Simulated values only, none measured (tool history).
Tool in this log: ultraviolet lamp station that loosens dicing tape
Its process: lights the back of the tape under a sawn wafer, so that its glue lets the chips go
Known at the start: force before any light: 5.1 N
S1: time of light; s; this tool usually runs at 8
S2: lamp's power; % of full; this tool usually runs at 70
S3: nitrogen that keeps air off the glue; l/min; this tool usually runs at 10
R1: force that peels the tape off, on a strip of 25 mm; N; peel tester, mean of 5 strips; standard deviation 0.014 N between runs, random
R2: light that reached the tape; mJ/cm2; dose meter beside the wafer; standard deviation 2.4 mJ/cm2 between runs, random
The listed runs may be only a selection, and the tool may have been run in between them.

{"run": 1, "day": 0.0, "S1": 8, "S2": 70, "S3": 10, "R1": 0.819, "R2": 234}
{"run": 2, "day": 3.288, "S1": 8, "S2": 70, "S3": 10, "R1": 0.857, "R2": 224}
{"run": 3, "day": 5.979, "S1": 13, "S2": 70, "S3": 10, "R1": 0.434, "R2": 353}
{"run": 4, "day": 8.283, "S1": 13, "S2": 70, "S3": 10, "R1": 0.434, "R2": 342}
{"day": 8.562, "done": "window cleaned of glue's vapour"}
{"run": 5, "day": 12.142, "S1": 13, "S2": 70, "S3": 10, "R1": 0.493, "R2": 315}
{"run": 6, "day": 13.938, "S1": 13, "S2": 70, "S3": 10, "R1": 0.513, "R2": 309}
{"run": 7, "day": 16.104, "S1": 13, "S2": 70, "S3": 10, "R1": 0.556, "R2": 298}
{"run": 8, "day": 18.383, "S1": 12, "S2": 95, "S3": 7, "R1": 0.496, "R2": 360}
{"run": 9, "day": 21.321, "S1": 12, "S2": 81, "S3": 10, "R1": 0.559, "R2": 296}
{"run": 10, "day": 25.188, "S1": 12, "S2": 81, "S3": 10, "R1": 0.619, "R2": 279}
{"run": 11, "day": 27.158, "S1": 12, "S2": 81, "S3": 10, "R1": 0.663, "R2": 276}
{"day": 27.642, "done": "window cleaned of glue's vapour, once more"}
{"run": 12, "day": 28.938, "S1": 12, "S2": 81, "S3": 4, "R1": 0.806, "R2": 335}

Some steps in R1 between neighbouring runs. How much of each would the tool show without its hidden state too (settings, what came in, random variation), and how much is left for the hidden state, with any gauge scatter that isn't in both results?
The tool's hidden condition here consists of: lamp's light, % of a new lamp's; light that the window lets through, % of a clean one's; drift of the gauge itself on peel_n, %; drift of the gauge itself on dose_mj_cm2, %.
Run 2 -> 3: S1 8 -> 13. R1 -0.423 N: hidden state -0.097, all else -0.326.

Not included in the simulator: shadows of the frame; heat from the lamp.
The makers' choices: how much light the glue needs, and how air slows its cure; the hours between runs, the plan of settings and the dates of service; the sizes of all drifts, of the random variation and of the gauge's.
